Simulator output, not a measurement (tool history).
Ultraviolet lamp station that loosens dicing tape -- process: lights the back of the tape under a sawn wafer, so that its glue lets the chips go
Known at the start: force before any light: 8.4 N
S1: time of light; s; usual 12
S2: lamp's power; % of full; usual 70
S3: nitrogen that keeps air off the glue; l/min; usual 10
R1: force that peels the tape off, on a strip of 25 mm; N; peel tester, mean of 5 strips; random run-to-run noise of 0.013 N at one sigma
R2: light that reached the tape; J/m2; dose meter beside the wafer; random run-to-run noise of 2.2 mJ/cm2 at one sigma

run 1 hour=0 | S1=12 S2=70 S3=10 | R1=0.82 R2=1770
run 2 hour=68 | S1=12 S2=70 S3=10 | R1=0.861 R2=1760
run 3 hour=106.7 | S1=23 S2=70 S3=10 | R1=0.19 R2=3320
run 4 hour=150.3 | S1=6 S2=70 S3=10 | R1=2.717 R2=830
run 5 hour=206.8 | S1=6 S2=70 S3=10 | R1=2.779 R2=870
run 6 hour=238.8 | S1=6 S2=70 S3=10 | R1=2.76 R2=830
run 7 hour=277.6 | S1=8 S2=70 S3=10 | R1=1.949 R2=1140
run 8 hour=325.1 | S1=8 S2=70 S3=10 | R1=2.01 R2=1050
-- hour=383.8 window cleaned of glue's vapour
run 9 hour=393.6 | S1=12 S2=72 S3=10 | R1=0.799 R2=1780
run 10 hour=442.2 | S1=12 S2=72 S3=10 | R1=0.84 R2=1750
run 11 hour=497.1 | S1=12 S2=64 S3=10 | R1=1.135 R2=1530
run 12 hour=530.9 | S1=12 S2=64 S3=10 | R1=1.153 R2=1530
run 13 hour=588.1 | S1=12 S2=64 S3=10 | R1=1.19 R2=1530
run 14 hour=632.2 | S1=12 S2=64 S3=10 | R1=1.197 R2=1500
run 15 hour=675.1 | S1=12 S2=66 S3=14 | R1=0.975 R2=1520
run 16 hour=730.4 | S1=19 S2=70 S3=10 | R1=0.369 R2=2470
run 17 hour=781.1 | S1=19 S2=70 S3=10 | R1=0.394 R2=2400
run 18 hour=842.8 | S1=8 S2=70 S3=4 | R1=3.261 R2=1020
run 19 hour=897.9 | S1=7 S2=61 S3=5 | R1=3.837 R2=740
run 20 hour=930.2 | S1=6 S2=64 S3=16 | R1=3.088 R2=660
-- hour=958.3 window cleaned of glue's vapour
run 21 hour=1004.7 | S1=15 S2=78 S3=16 | R1=0.355 R2=2260
run 22 hour=1079.8 | S1=12 S2=68 S3=10 | R1=1.179 R2=1500
run 23 hour=1123.4 | S1=9 S2=71 S3=16 | R1=1.431 R2=1160
run 24 hour=1174.3 | S1=8 S2=70 S3=6 | R1=2.711 R2=1000
run 25 hour=1232.5 | S1=8 S2=66 S3=3 | R1=3.845 R2=960
run 26 hour=1286.1 | S1=14 S2=70 S3=4 | R1=1.588 R2=1700
run 27 hour=1343.3 | S1=19 S2=65 S3=5 | R1=0.985 R2=2090

Alternative continuations, all from the tool just after run 27; predict every row:
run A hour=1416.6 | S1=12 S2=64 S3=10 | R1=? R2=?
run B hour=1416.6 | S1=13 S2=65 S3=10 | R1=? R2=?
run C hour=1416.6 | S1=7 S2=87 S3=10 | R1=? R2=?

run=A R1=1.535 R2=1280
run=B R1=1.348 R2=1390
run=C R1=2.223 R2=970
The same runs, with their run-to-run variation unchanged, on a tool lacking any hidden condition would have given:
run=A R1=0.736 R2=1860
run=B R1=0.618 R2=2030
run=C R1=1.23 R2=1430
